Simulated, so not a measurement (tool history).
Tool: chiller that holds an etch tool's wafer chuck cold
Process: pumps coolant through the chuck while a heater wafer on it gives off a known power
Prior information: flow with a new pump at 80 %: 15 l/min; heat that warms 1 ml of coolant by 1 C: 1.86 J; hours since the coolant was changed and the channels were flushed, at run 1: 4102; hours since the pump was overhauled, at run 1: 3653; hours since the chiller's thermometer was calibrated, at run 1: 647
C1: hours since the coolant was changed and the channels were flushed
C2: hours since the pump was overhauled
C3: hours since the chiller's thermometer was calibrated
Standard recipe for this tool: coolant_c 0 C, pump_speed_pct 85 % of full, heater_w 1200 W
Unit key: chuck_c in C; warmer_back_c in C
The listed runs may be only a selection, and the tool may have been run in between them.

run 1 hour=0 | coolant_c=0 pump_speed_pct=85 heater_w=1200 | C1=4102 C2=3653 C3=647 | chuck_c=12.5 warmer_back_c=2.4
run 2 hour=81.2 | coolant_c=0 pump_speed_pct=85 heater_w=1200 | C1=4183 C2=3734 C3=728 | chuck_c=12.5 warmer_back_c=2.43
run 3 hour=232.6 | coolant_c=0 pump_speed_pct=85 heater_w=1200 | C1=4335 C2=3885 C3=880 | chuck_c=12.3 warmer_back_c=2.41
run 4 hour=340 | coolant_c=0 pump_speed_pct=89 heater_w=1200 | C1=4442 C2=3993 C3=987 | chuck_c=12 warmer_back_c=2.32
run 5 hour=406.5 | coolant_c=0 pump_speed_pct=89 heater_w=1200 | C1=4508 C2=4059 C3=1053 | chuck_c=12 warmer_back_c=2.27
run 6 hour=485.8 | coolant_c=0 pump_speed_pct=89 heater_w=1200 | C1=4588 C2=4139 C3=1133 | chuck_c=11.7 warmer_back_c=2.32
run 7 hour=591.6 | coolant_c=0 pump_speed_pct=82 heater_w=1200 | C1=4694 C2=4244 C3=1239 | chuck_c=12.9 warmer_back_c=2.52
run 8 hour=704.2 | coolant_c=0 pump_speed_pct=82 heater_w=1200 | C1=4806 C2=4357 C3=1351 | chuck_c=12.9 warmer_back_c=2.48
run 9 hour=829.1 | coolant_c=-4 pump_speed_pct=63 heater_w=699 | C1=4931 C2=4482 C3=1476 | chuck_c=5.3 warmer_back_c=1.98
run 10 hour=957 | coolant_c=4 pump_speed_pct=68 heater_w=1551 | C1=5059 C2=4610 C3=1604 | chuck_c=23.5 warmer_back_c=4.03
run 11 hour=1107 | coolant_c=-3 pump_speed_pct=66 heater_w=1200 | C1=5209 C2=4760 C3=1754 | chuck_c=12.4 warmer_back_c=3.2
run 12 hour=1206.6 | coolant_c=-3 pump_speed_pct=66 heater_w=1200 | C1=5309 C2=4859 C3=1854 | chuck_c=12.5 warmer_back_c=3.23
run 13 hour=1317.1 | coolant_c=-10 pump_speed_pct=85 heater_w=1200 | C1=5419 C2=4970 C3=1964 | chuck_c=2.4 warmer_back_c=2.43
run 14 hour=1397.5 | coolant_c=2 pump_speed_pct=65 heater_w=1545 | C1=5500 C2=5050 C3=2044 | chuck_c=22.2 warmer_back_c=4.19
run 15 hour=1530.9 | coolant_c=-8 pump_speed_pct=96 heater_w=642 | C1=5633 C2=5184 C3=2178 | chuck_c=-2.1 warmer_back_c=1.15

Consider 4 possible next runs. They are alternatives, not a sequence: every one starts from the tool as it was left by run 15. What does each give?
run A hour=1628.6 | coolant_c=9 pump_speed_pct=68 heater_w=869 | C1=5731 C2=5281 C3=2276 | chuck_c=? warmer_back_c=?
run B hour=1628.6 | coolant_c=0 pump_speed_pct=92 heater_w=846 | C1=5731 C2=5281 C3=2276 | chuck_c=? warmer_back_c=?
run C hour=1628.6 | coolant_c=0 pump_speed_pct=77 heater_w=642 | C1=5731 C2=5281 C3=2276 | chuck_c=? warmer_back_c=?
run D hour=1628.6 | coolant_c=0 pump_speed_pct=85 heater_w=765 | C1=5731 C2=5281 C3=2276 | chuck_c=? warmer_back_c=?

run=A chuck_c=20 warmer_back_c=2.29
run=B chuck_c=8.2 warmer_back_c=1.54
run=C chuck_c=7.3 warmer_back_c=1.4
run=D chuck_c=8 warmer_back_c=1.53
Stripped of hidden state, with their random variation kept, the same runs would have yielded:
run=A chuck_c=20 warmer_back_c=2.29
run=B chuck_c=8.2 warmer_back_c=1.54
run=C chuck_c=7.3 warmer_back_c=1.4
run=D chuck_c=8 warmer_back_c=1.53
